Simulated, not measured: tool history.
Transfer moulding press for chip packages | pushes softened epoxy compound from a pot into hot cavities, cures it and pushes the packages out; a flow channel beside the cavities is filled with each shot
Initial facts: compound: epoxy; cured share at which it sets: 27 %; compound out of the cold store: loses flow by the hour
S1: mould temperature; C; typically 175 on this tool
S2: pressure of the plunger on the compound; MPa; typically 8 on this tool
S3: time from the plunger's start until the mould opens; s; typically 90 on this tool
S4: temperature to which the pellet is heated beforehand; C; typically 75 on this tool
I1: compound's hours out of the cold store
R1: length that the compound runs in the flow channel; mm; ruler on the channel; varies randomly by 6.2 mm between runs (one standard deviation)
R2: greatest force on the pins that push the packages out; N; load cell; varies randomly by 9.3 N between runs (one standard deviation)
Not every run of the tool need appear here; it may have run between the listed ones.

{"run": 1, "hour": 0.0, "S1": 175, "S2": 8, "S3": 90, "S4": 75, "I1": 28.4, "R1": 677, "R2": 435}
{"hour": 38.6, "done": "cavities cleaned with cleaning compound and waxed"}
{"run": 2, "hour": 53.3, "S1": 175, "S2": 8, "S3": 90, "S4": 75, "I1": 40.8, "R1": 645, "R2": 411}
{"run": 3, "hour": 104.1, "S1": 176, "S2": 8, "S3": 90, "S4": 75, "I1": 32.4, "R1": 669, "R2": 405}
{"hour": 127.8, "done": "cavities cleaned with cleaning compound and waxed"}
{"run": 4, "hour": 186.1, "S1": 176, "S2": 8, "S3": 90, "S4": 75, "I1": 16.1, "R1": 715, "R2": 423}
{"hour": 215.1, "done": "cavities cleaned with cleaning compound and waxed"}
{"run": 5, "hour": 262.2, "S1": 176, "S2": 8, "S3": 90, "S4": 75, "I1": 28.3, "R1": 680, "R2": 401}
{"hour": 302.2, "done": "cavities cleaned with cleaning compound and waxed"}
{"run": 6, "hour": 339.6, "S1": 175, "S2": 6.51, "S3": 90, "S4": 75, "I1": 9.4, "R1": 669, "R2": 433}
{"hour": 354.1, "done": "mould's thermocouples calibrated"}
{"hour": 390.7, "done": "cavities cleaned with cleaning compound and waxed"}
{"run": 7, "hour": 392.7, "S1": 175, "S2": 6.51, "S3": 90, "S4": 75, "I1": 41.1, "R1": 584, "R2": 390}
{"hour": 438.0, "done": "plunger's sealing rings changed"}
{"run": 8, "hour": 457.8, "S1": 175, "S2": 6.51, "S3": 90, "S4": 75, "I1": 38.5, "R1": 590, "R2": 411}
{"hour": 477.5, "done": "cavities cleaned with cleaning compound and waxed"}
{"run": 9, "hour": 528.5, "S1": 175, "S2": 8, "S3": 90, "S4": 75, "I1": 30.9, "R1": 680, "R2": 412}
{"hour": 563.5, "done": "cavities cleaned with cleaning compound and waxed"}
{"run": 10, "hour": 599.4, "S1": 175, "S2": 8, "S3": 90, "S4": 75, "I1": 33.3, "R1": 679, "R2": 420}
{"hour": 649.0, "done": "cavities cleaned with cleaning compound and waxed"}
{"run": 11, "hour": 671.1, "S1": 175, "S2": 8, "S3": 90, "S4": 75, "I1": 14.5, "R1": 725, "R2": 407}
{"hour": 735.0, "done": "cavities cleaned with cleaning compound and waxed"}
{"run": 12, "hour": 756.1, "S1": 175, "S2": 8, "S3": 90, "S4": 75, "I1": 47.3, "R1": 624, "R2": 421}
{"hour": 817.9, "done": "cavities cleaned with cleaning compound and waxed"}
{"run": 13, "hour": 841.8, "S1": 175, "S2": 8, "S3": 77, "S4": 75, "I1": 37.3, "R1": 656, "R2": 541}
{"hour": 903.0, "done": "cavities cleaned with cleaning compound and waxed"}
{"run": 14, "hour": 903.0, "S1": 175, "S2": 8, "S3": 76, "S4": 75, "I1": 24.2, "R1": 704, "R2": 620}
{"hour": 929.8, "done": "plunger's sealing rings changed"}
{"hour": 948.1, "done": "mould's thermocouples calibrated"}
{"run": 15, "hour": 961.7, "S1": 182, "S2": 8.62, "S3": 76, "S4": 83, "I1": 40.3, "R1": 664, "R2": 386}
{"hour": 996.3, "done": "cavities cleaned with cleaning compound and waxed"}
{"run": 16, "hour": 1051.4, "S1": 175, "S2": 8, "S3": 74, "S4": 76, "I1": 16.9, "R1": 710, "R2": 637}
{"hour": 1083.6, "done": "cavities cleaned with cleaning compound and waxed"}
{"run": 17, "hour": 1123.4, "S1": 175, "S2": 6.37, "S3": 90, "S4": 85, "I1": 34, "R1": 591, "R2": 428}
{"hour": 1172.9, "done": "cavities cleaned with cleaning compound and waxed"}
{"run": 18, "hour": 1190.7, "S1": 169, "S2": 8, "S3": 90, "S4": 78, "I1": 10.6, "R1": 747, "R2": 642}
{"run": 19, "hour": 1231.1, "S1": 175, "S2": 8, "S3": 90, "S4": 83, "I1": 27.5, "R1": 681, "R2": 412}
{"hour": 1260.5, "done": "cavities cleaned with cleaning compound and waxed"}
{"run": 20, "hour": 1275.5, "S1": 172, "S2": 7.95, "S3": 111, "S4": 83, "I1": 27.8, "R1": 688, "R2": 391}
{"hour": 1346.2, "done": "cavities cleaned with cleaning compound and waxed"}
{"run": 21, "hour": 1358.4, "S1": 172, "S2": 7.95, "S3": 111, "S4": 83, "I1": 16.4, "R1": 720, "R2": 378}
{"hour": 1421.4, "done": "plunger's sealing rings changed"}
{"run": 22, "hour": 1425.7, "S1": 172, "S2": 7.95, "S3": 119, "S4": 65, "I1": 10.2, "R1": 741, "R2": 374}
{"hour": 1434.2, "done": "cavities cleaned with cleaning compound and waxed"}
{"run": 23, "hour": 1491.9, "S1": 172, "S2": 7.95, "S3": 119, "S4": 65, "I1": 37.9, "R1": 661, "R2": 358}
{"hour": 1519.5, "done": "cavities cleaned with cleaning compound and waxed"}
{"hour": 1544.1, "done": "mould's thermocouples calibrated"}
{"run": 24, "hour": 1578.1, "S1": 172, "S2": 7.95, "S3": 119, "S4": 65, "I1": 31.6, "R1": 681, "R2": 373}
{"hour": 1606.8, "done": "cavities cleaned with cleaning compound and waxed"}
{"run": 25, "hour": 1633.8, "S1": 175, "S2": 7.41, "S3": 90, "S4": 75, "I1": 41, "R1": 622, "R2": 427}
{"hour": 1691.8, "done": "cavities cleaned with cleaning compound and waxed"}
{"run": 26, "hour": 1706.2, "S1": 176, "S2": 8, "S3": 90, "S4": 73, "I1": 17.4, "R1": 705, "R2": 393}

Run 27 comes next. What will it give?
{"run": 27, "hour": 1762.3, "S1": 176, "S2": 8, "S3": 90, "S4": 73, "I1": 38.5, "R1": "?", "R2": "?"}

Run 27 produced R1 660 mm, R2 418 N.
With no hidden state in the tool, this same run would have given R1 661 mm, R2 413 N.

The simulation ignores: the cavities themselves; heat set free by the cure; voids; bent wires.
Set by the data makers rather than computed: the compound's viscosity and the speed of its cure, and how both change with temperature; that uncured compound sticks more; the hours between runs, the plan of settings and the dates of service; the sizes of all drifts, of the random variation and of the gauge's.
